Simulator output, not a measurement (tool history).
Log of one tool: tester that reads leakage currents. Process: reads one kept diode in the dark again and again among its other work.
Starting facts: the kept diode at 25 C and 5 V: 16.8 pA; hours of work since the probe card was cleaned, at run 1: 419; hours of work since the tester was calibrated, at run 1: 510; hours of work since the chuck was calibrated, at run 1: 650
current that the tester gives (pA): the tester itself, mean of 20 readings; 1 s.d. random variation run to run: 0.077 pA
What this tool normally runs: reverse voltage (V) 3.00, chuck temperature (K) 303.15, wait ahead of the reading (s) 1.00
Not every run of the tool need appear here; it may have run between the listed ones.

| run | hour | reverse voltage (V) | chuck temperature (K) | wait ahead of the reading (s) | hours of work since the probe card was cleaned | hours of work since the tester was calibrated | hours of work since the chuck was calibrated | current that the tester gives (pA) |
|---|---|---|---|---|---|---|---|---|
| 1 | 0.0 | 3.00 | 303.15 | 1.00 | 419 | 510 | 650 | 18.87 |
| 2 | 61.8 | 3.00 | 303.15 | 1.00 | 467 | 558 | 697 | 19.10 |
| 3 | 127.8 | 3.00 | 303.15 | 8.53 | 518 | 609 | 748 | 19.08 |
| 4 | 167.8 | 3.00 | 303.15 | 8.53 | 549 | 639 | 779 | 18.86 |
| 5 | 229.1 | 3.00 | 303.15 | 8.53 | 596 | 687 | 826 | 18.80 |
| 6 | 326.8 | 3.00 | 303.15 | 8.53 | 671 | 762 | 901 | 18.78 |
| 7 | 415.2 | 3.00 | 303.15 | 1.00 | 739 | 830 | 969 | 19.02 |
| 8 | 504.1 | 3.00 | 303.15 | 1.00 | 807 | 898 | 1038 | 18.96 |
| 9 | 573.8 | 3.00 | 303.15 | 1.00 | 861 | 952 | 1091 | 18.94 |
| 10 | 626.8 | 3.00 | 303.15 | 1.00 | 902 | 993 | 1132 | 19.03 |
| 11 | 721.7 | 3.00 | 303.15 | 1.00 | 975 | 1066 | 1205 | 18.85 |
| 12 | 793.9 | 3.00 | 303.15 | 1.00 | 1030 | 1121 | 1261 | 18.83 |
| 13 | 891.7 | 3.60 | 303.15 | 1.00 | 1105 | 1196 | 1336 | 20.76 |
| 14 | 961.9 | 3.60 | 303.15 | 1.00 | 1159 | 1250 | 1390 | 20.60 |
|  | 972.9 | chuck's temperature calibrated |
| 15 | 1039.9 | 1.33 | 303.15 | 1.00 | 1218 | 1309 | 52 | 12.27 |
| 16 | 1107.7 | 1.33 | 303.15 | 1.00 | 1270 | 1361 | 104 | 12.28 |
| 17 | 1148.4 | 3.00 | 303.15 | 6.02 | 1301 | 1392 | 135 | 18.09 |
| 18 | 1203.5 | 3.00 | 303.15 | 6.02 | 1344 | 1435 | 177 | 17.99 |
| 19 | 1280.6 | 3.00 | 303.15 | 6.02 | 1403 | 1494 | 237 | 18.08 |
| 20 | 1365.5 | 3.00 | 303.15 | 0.73 | 1468 | 1559 | 302 | 18.31 |
| 21 | 1448.7 | 3.00 | 303.15 | 0.73 | 1532 | 1623 | 366 | 18.18 |
|  | 1463.1 | chuck's temperature calibrated, once more |
| 22 | 1526.6 | 3.00 | 303.15 | 0.79 | 1591 | 1682 | 49 | 21.24 |
| 23 | 1584.3 | 7.89 | 304.15 | 1.64 | 1635 | 1726 | 93 | 36.65 |
| 24 | 1665.8 | 3.53 | 303.15 | 0.50 | 1698 | 1789 | 156 | 23.21 |
| 25 | 1760.1 | 3.00 | 294.15 | 7.39 | 1770 | 1861 | 228 | 12.04 |
| 26 | 1826.7 | 3.00 | 294.15 | 7.39 | 1822 | 1912 | 280 | 11.94 |
| 27 | 1869.6 | 8.49 | 296.15 | 7.39 | 1855 | 1945 | 313 | 24.41 |
| 28 | 1964.9 | 3.00 | 294.15 | 1.77 | 1928 | 2019 | 386 | 12.11 |
| 29 | 2046.9 | 3.76 | 296.15 | 0.45 | 1991 | 2082 | 449 | 15.90 |
| 30 | 2089.1 | 6.63 | 315.15 | 0.45 | 2023 | 2114 | 482 | 65.82 |
| 31 | 2184.8 | 3.00 | 322.15 | 0.86 | 2097 | 2188 | 555 | 67.77 |
| 32 | 2253.6 | 3.00 | 322.15 | 0.86 | 2150 | 2241 | 608 | 67.53 |
| 33 | 2324.1 | 2.79 | 303.15 | 0.32 | 2204 | 2295 | 662 | 20.70 |
|  | 2346.1 | tester calibrated |
| 34 | 2397.9 | 1.19 | 296.15 | 2.57 | 2259 | 40 | 718 | 8.19 |
| 35 | 2448.4 | 1.19 | 310.15 | 2.06 | 2298 | 79 | 756 | 20.35 |
| 36 | 2498.2 | 3.00 | 302.15 | 1.00 | 2337 | 117 | 795 | 19.74 |
|  | 2560.9 | probe card cleaned and baked |
| 37 | 2571.8 | 3.00 | 302.15 | 1.00 | 8 | 171 | 849 | 16.94 |
| 38 | 2636.0 | 3.00 | 302.15 | 1.00 | 58 | 221 | 898 | 16.88 |
| 39 | 2709.4 | 3.00 | 303.15 | 9.67 | 114 | 277 | 955 | 17.86 |

Branching from run 39: 4 alternative next runs. What would each branch give?
| A | 2774.0 | 7.61 | 303.15 | 9.67 | 164 | 327 | 1005 | ? |
| B | 2774.0 | 13.74 | 305.15 | 2.00 | 164 | 327 | 1005 | ? |
| C | 2774.0 | 3.00 | 303.15 | 2.10 | 164 | 327 | 1005 | ? |
| D | 2774.0 | 5.51 | 303.15 | 7.05 | 164 | 327 | 1005 | ? |

| run | current that the tester gives (pA) |
|---|---|
| A | 27.58 |
| B | 41.45 |
| C | 17.83 |
| D | 23.72 |
Take away the tool's hidden state, keep each run's random variation, and the runs would have read:
| run | current that the tester gives (pA) |
|---|---|
| A | 29.27 |
| B | 43.76 |
| C | 19.08 |
| D | 25.27 |
